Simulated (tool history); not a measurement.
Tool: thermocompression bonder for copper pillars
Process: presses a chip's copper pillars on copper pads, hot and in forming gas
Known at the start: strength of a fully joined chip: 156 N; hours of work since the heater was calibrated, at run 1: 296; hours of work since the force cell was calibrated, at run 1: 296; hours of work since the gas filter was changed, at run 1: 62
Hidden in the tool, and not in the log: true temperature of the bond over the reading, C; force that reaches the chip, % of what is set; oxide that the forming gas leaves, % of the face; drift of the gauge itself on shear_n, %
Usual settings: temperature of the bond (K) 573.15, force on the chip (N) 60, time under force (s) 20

run,hour,temperature of the bond (K),force on the chip (N),time under force (s),hours of work since the heater was calibrated,hours of work since the force cell was calibrated,hours of work since the gas filter was changed,force that shears a chip off (N)
1,0.0,573.15,60,20,296,296,62,78.5
2,58.0,579.15,60,20,329,329,95,81.7
3,88.2,573.15,60,59,346,346,112,107.4
4,152.4,573.15,60,59,382,382,148,108.2
5,189.3,573.15,60,59,403,403,169,106.9
6,218.0,573.15,60,15,419,419,185,69.7
7,250.3,573.15,60,15,437,437,203,69.2
8,304.4,560.15,60,15,468,468,234,60.1
9,337.0,560.15,60,15,486,486,252,59.3
10,383.5,560.15,60,40,512,512,278,83.5
# hour 389.9: forming gas filter changed
11,448.2,573.15,76,17,548,548,33,84.1
12,491.3,603.15,60,15,572,572,57,90.4
13,529.2,593.15,60,19,594,594,78,90.1
14,576.1,593.15,60,19,620,620,105,88.6
15,618.7,593.15,60,19,644,644,129,88.5
16,660.6,573.15,60,31,668,668,152,87.8

Forecast run 17:
17,688.5,553.15,62,21,684,684,168,?

force that shears a chip off (N): 64.2
Without the tool's hidden state the same run would have given force that shears a chip off (N) 70.9.
